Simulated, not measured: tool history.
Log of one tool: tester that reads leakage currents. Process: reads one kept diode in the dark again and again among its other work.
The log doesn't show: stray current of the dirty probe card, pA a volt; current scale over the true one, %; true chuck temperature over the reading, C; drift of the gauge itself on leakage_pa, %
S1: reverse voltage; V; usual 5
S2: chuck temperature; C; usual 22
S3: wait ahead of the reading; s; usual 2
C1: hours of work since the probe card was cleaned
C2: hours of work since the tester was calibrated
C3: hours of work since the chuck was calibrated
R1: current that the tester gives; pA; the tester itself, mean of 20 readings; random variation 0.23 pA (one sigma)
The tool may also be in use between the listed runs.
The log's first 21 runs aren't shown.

run    hour     S1  S2    S3    C1    C2    C3      R1
 22  4136.6    4.7  25  0.62  1205  1936   250   95.24
 23  4300.1    4.7  25  0.62  1323  2054   368   95.85
 24  4535.2    4.7  25  0.62  1494  2224   538   95.54
 25  4685.1    4.7  25  0.62  1602  2333   647   95.55
       4833  -- tester calibrated
     4855.2  -- probe card cleaned and baked
 26  4903.4    4.7  25  0.62    35    49   801   95.95
 27  5034.4    4.7  25  0.62   130   144   896    95.6
 28  5177.4   4.03  39     2   233   247  1000  273.94
 29  5405.1   1.19  39  7.84   398   412  1165  176.15
 30    5551   2.33  38  2.78   504   518  1270  207.43
     5575.4  -- chuck's temperature calibrated
 31  5769.6  13.91  22  2.68   661   675   141  109.74
 32  5932.6  13.91  22  2.68   779   793   259  110.52
 33  6055.2      5  45  0.47   867   881   347  462.81
 34  6318.2   1.16  22  5.59  1058  1072   538   44.53
 35  6505.5   1.16  22  5.59  1193  1207   673   44.49
 36  6666.9   3.09  21  2.54  1310  1324   790   58.09
 37  6810.6   3.05  44   2.9  1414  1428   894  357.79
 38  7050.9   5.79  29  6.97  1588  1602  1068  142.02

3 ways to go on from here, each from the tool as it stands after run 38. What would each give?
  A  7162.3  4.25  29  6.97  1669  1683  1149   ?
  B  7162.3  8.16  32  2.04  1669  1683  1149   ?
  C  7162.3  9.31  22  0.84  1669  1683  1149   ?

run      R1
  A  126.84
  B  205.13
  C   95.72
Without the tool's hidden state the same runs would have given:
run      R1
  A  126.64
  B  204.79
  C   95.48

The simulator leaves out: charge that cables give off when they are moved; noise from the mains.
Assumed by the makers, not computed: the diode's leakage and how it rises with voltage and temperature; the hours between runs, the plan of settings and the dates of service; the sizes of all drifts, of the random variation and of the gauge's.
